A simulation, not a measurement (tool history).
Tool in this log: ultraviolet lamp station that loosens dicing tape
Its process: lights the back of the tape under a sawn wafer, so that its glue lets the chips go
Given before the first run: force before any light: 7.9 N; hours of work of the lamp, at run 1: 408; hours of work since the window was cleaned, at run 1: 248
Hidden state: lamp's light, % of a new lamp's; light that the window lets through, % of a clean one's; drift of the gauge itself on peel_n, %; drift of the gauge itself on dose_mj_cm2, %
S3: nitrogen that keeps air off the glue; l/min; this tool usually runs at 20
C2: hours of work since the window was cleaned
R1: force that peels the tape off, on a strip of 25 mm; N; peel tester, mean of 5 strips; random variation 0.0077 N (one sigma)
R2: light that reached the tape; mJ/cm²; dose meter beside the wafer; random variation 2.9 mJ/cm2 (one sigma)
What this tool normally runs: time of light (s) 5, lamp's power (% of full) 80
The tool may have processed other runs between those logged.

{"run": 1, "hour": 0.0, "time of light (s)": 5, "lamp's power (% of full)": 80, "S3": 20, "hours of work of the lamp": 408, "C2": 248, "R1": 0.42, "R2": 328}
{"run": 2, "hour": 25.7, "time of light (s)": 5, "lamp's power (% of full)": 80, "S3": 20, "hours of work of the lamp": 422, "C2": 262, "R1": 0.437, "R2": 315}
{"run": 3, "hour": 48.4, "time of light (s)": 5, "lamp's power (% of full)": 80, "S3": 20, "hours of work of the lamp": 435, "C2": 275, "R1": 0.451, "R2": 320}
{"run": 4, "hour": 60.4, "time of light (s)": 8, "lamp's power (% of full)": 80, "S3": 20, "hours of work of the lamp": 442, "C2": 282, "R1": 0.253, "R2": 501}
{"run": 5, "hour": 84.4, "time of light (s)": 8, "lamp's power (% of full)": 80, "S3": 20, "hours of work of the lamp": 455, "C2": 296, "R1": 0.257, "R2": 501}
{"run": 6, "hour": 96.5, "time of light (s)": 8, "lamp's power (% of full)": 80, "S3": 20, "hours of work of the lamp": 462, "C2": 302, "R1": 0.249, "R2": 501}
{"run": 7, "hour": 112.8, "time of light (s)": 5, "lamp's power (% of full)": 80, "S3": 20, "hours of work of the lamp": 471, "C2": 311, "R1": 0.475, "R2": 312}
{"run": 8, "hour": 136.4, "time of light (s)": 5, "lamp's power (% of full)": 80, "S3": 20, "hours of work of the lamp": 485, "C2": 325, "R1": 0.442, "R2": 312}
{"run": 9, "hour": 156.8, "time of light (s)": 5, "lamp's power (% of full)": 70, "S3": 20, "hours of work of the lamp": 496, "C2": 336, "R1": 0.592, "R2": 265}
{"run": 10, "hour": 179.7, "time of light (s)": 6, "lamp's power (% of full)": 70, "S3": 20, "hours of work of the lamp": 509, "C2": 349, "R1": 0.445, "R2": 317}
{"run": 11, "hour": 199.0, "time of light (s)": 6, "lamp's power (% of full)": 70, "S3": 20, "hours of work of the lamp": 520, "C2": 360, "R1": 0.443, "R2": 313}
{"run": 12, "hour": 216.5, "time of light (s)": 5, "lamp's power (% of full)": 80, "S3": 16, "hours of work of the lamp": 530, "C2": 370, "R1": 0.613, "R2": 298}
{"run": 13, "hour": 241.7, "time of light (s)": 5, "lamp's power (% of full)": 80, "S3": 20, "hours of work of the lamp": 544, "C2": 384, "R1": 0.529, "R2": 294}
{"run": 14, "hour": 264.6, "time of light (s)": 5, "lamp's power (% of full)": 80, "S3": 20, "hours of work of the lamp": 557, "C2": 397, "R1": 0.511, "R2": 288}
{"run": 15, "hour": 275.9, "time of light (s)": 5, "lamp's power (% of full)": 80, "S3": 20, "hours of work of the lamp": 563, "C2": 403, "R1": 0.524, "R2": 284}
{"run": 16, "hour": 297.5, "time of light (s)": 5, "lamp's power (% of full)": 80, "S3": 20, "hours of work of the lamp": 575, "C2": 415, "R1": 0.54, "R2": 286}
{"run": 17, "hour": 313.9, "time of light (s)": 5, "lamp's power (% of full)": 80, "S3": 20, "hours of work of the lamp": 584, "C2": 425, "R1": 0.514, "R2": 280}
{"run": 18, "hour": 330.6, "time of light (s)": 5, "lamp's power (% of full)": 80, "S3": 20, "hours of work of the lamp": 594, "C2": 434, "R1": 0.547, "R2": 283}
{"run": 19, "hour": 343.7, "time of light (s)": 5, "lamp's power (% of full)": 80, "S3": 20, "hours of work of the lamp": 601, "C2": 441, "R1": 0.556, "R2": 282}
{"run": 20, "hour": 367.6, "time of light (s)": 5, "lamp's power (% of full)": 80, "S3": 20, "hours of work of the lamp": 615, "C2": 455, "R1": 0.569, "R2": 277}
{"hour": 384.4, "done": "window cleaned of glue's vapour"}
{"run": 21, "hour": 388.6, "time of light (s)": 5, "lamp's power (% of full)": 80, "S3": 20, "hours of work of the lamp": 626, "C2": 2, "R1": 0.475, "R2": 296}
{"run": 22, "hour": 411.4, "time of light (s)": 5, "lamp's power (% of full)": 80, "S3": 39, "hours of work of the lamp": 639, "C2": 15, "R1": 0.347, "R2": 295}
{"run": 23, "hour": 436.2, "time of light (s)": 9, "lamp's power (% of full)": 92, "S3": 39, "hours of work of the lamp": 653, "C2": 29, "R1": 0.224, "R2": 610}
{"run": 24, "hour": 457.9, "time of light (s)": 4, "lamp's power (% of full)": 80, "S3": 20, "hours of work of the lamp": 665, "C2": 41, "R1": 0.783, "R2": 228}
{"run": 25, "hour": 471.2, "time of light (s)": 5, "lamp's power (% of full)": 80, "S3": 8, "hours of work of the lamp": 673, "C2": 49, "R1": 1.108, "R2": 287}
{"run": 26, "hour": 483.2, "time of light (s)": 4, "lamp's power (% of full)": 61, "S3": 7, "hours of work of the lamp": 679, "C2": 56, "R1": 2.407, "R2": 177}
{"run": 27, "hour": 506.4, "time of light (s)": 5, "lamp's power (% of full)": 73, "S3": 17, "hours of work of the lamp": 692, "C2": 69, "R1": 0.747, "R2": 256}
{"run": 28, "hour": 527.1, "time of light (s)": 5, "lamp's power (% of full)": 96, "S3": 13, "hours of work of the lamp": 704, "C2": 80, "R1": 0.534, "R2": 333}
{"run": 29, "hour": 552.9, "time of light (s)": 5, "lamp's power (% of full)": 96, "S3": 13, "hours of work of the lamp": 719, "C2": 95, "R1": 0.562, "R2": 331}
{"run": 30, "hour": 578.9, "time of light (s)": 2, "lamp's power (% of full)": 72, "S3": 15, "hours of work of the lamp": 733, "C2": 109, "R1": 2.975, "R2": 97}
{"run": 31, "hour": 590.2, "time of light (s)": 2, "lamp's power (% of full)": 72, "S3": 15, "hours of work of the lamp": 740, "C2": 116, "R1": 3.163, "R2": 98}
{"run": 32, "hour": 601.5, "time of light (s)": 2, "lamp's power (% of full)": 72, "S3": 15, "hours of work of the lamp": 746, "C2": 122, "R1": 3.043, "R2": 93}
{"run": 33, "hour": 626.4, "time of light (s)": 5, "lamp's power (% of full)": 81, "S3": 20, "hours of work of the lamp": 760, "C2": 136, "R1": 0.613, "R2": 265}
{"run": 34, "hour": 644.9, "time of light (s)": 5, "lamp's power (% of full)": 63, "S3": 30, "hours of work of the lamp": 770, "C2": 147, "R1": 0.714, "R2": 208}
{"hour": 652.3, "done": "lamp changed"}
{"run": 35, "hour": 657.7, "time of light (s)": 3, "lamp's power (% of full)": 63, "S3": 7, "hours of work of the lamp": 3, "C2": 153, "R1": 2.183, "R2": 198}
{"run": 36, "hour": 668.9, "time of light (s)": 2, "lamp's power (% of full)": 73, "S3": 28, "hours of work of the lamp": 9, "C2": 160, "R1": 1.316, "R2": 146}
{"run": 37, "hour": 682.2, "time of light (s)": 3, "lamp's power (% of full)": 70, "S3": 6, "hours of work of the lamp": 17, "C2": 167, "R1": 2.001, "R2": 212}
{"run": 38, "hour": 693.8, "time of light (s)": 7, "lamp's power (% of full)": 80, "S3": 25, "hours of work of the lamp": 23, "C2": 174, "R1": 0.236, "R2": 564}
{"run": 39, "hour": 708.5, "time of light (s)": 7, "lamp's power (% of full)": 80, "S3": 25, "hours of work of the lamp": 32, "C2": 182, "R1": 0.232, "R2": 558}
{"run": 40, "hour": 728.7, "time of light (s)": 6, "lamp's power (% of full)": 64, "S3": 18, "hours of work of the lamp": 43, "C2": 193, "R1": 0.355, "R2": 378}
{"run": 41, "hour": 742.3, "time of light (s)": 9, "lamp's power (% of full)": 87, "S3": 12, "hours of work of the lamp": 51, "C2": 201, "R1": 0.241, "R2": 776}
{"run": 42, "hour": 764.8, "time of light (s)": 4, "lamp's power (% of full)": 87, "S3": 12, "hours of work of the lamp": 63, "C2": 213, "R1": 0.577, "R2": 340}
{"run": 43, "hour": 785.9, "time of light (s)": 5, "lamp's power (% of full)": 89, "S3": 16, "hours of work of the lamp": 75, "C2": 225, "R1": 0.321, "R2": 431}

Here are 3 independent what-if runs from the current tool condition. What would each one return?
{"run": "A", "hour": 808.2, "time of light (s)": 8, "lamp's power (% of full)": 80, "S3": 22, "hours of work of the lamp": 88, "C2": 238, "R1": "?", "R2": "?"}
{"run": "B", "hour": 808.2, "time of light (s)": 5, "lamp's power (% of full)": 67, "S3": 9, "hours of work of the lamp": 88, "C2": 238, "R1": "?", "R2": "?"}
{"run": "C", "hour": 808.2, "time of light (s)": 8, "lamp's power (% of full)": 80, "S3": 7, "hours of work of the lamp": 88, "C2": 238, "R1": "?", "R2": "?"}

run=A R1=0.228 R2=616
run=B R1=0.834 R2=323
run=C R1=0.312 R2=610
Without the tool's unlogged condition, the same runs would have read:
run=A R1=0.225 R2=676
run=B R1=0.7 R2=354
run=C R1=0.281 R2=670
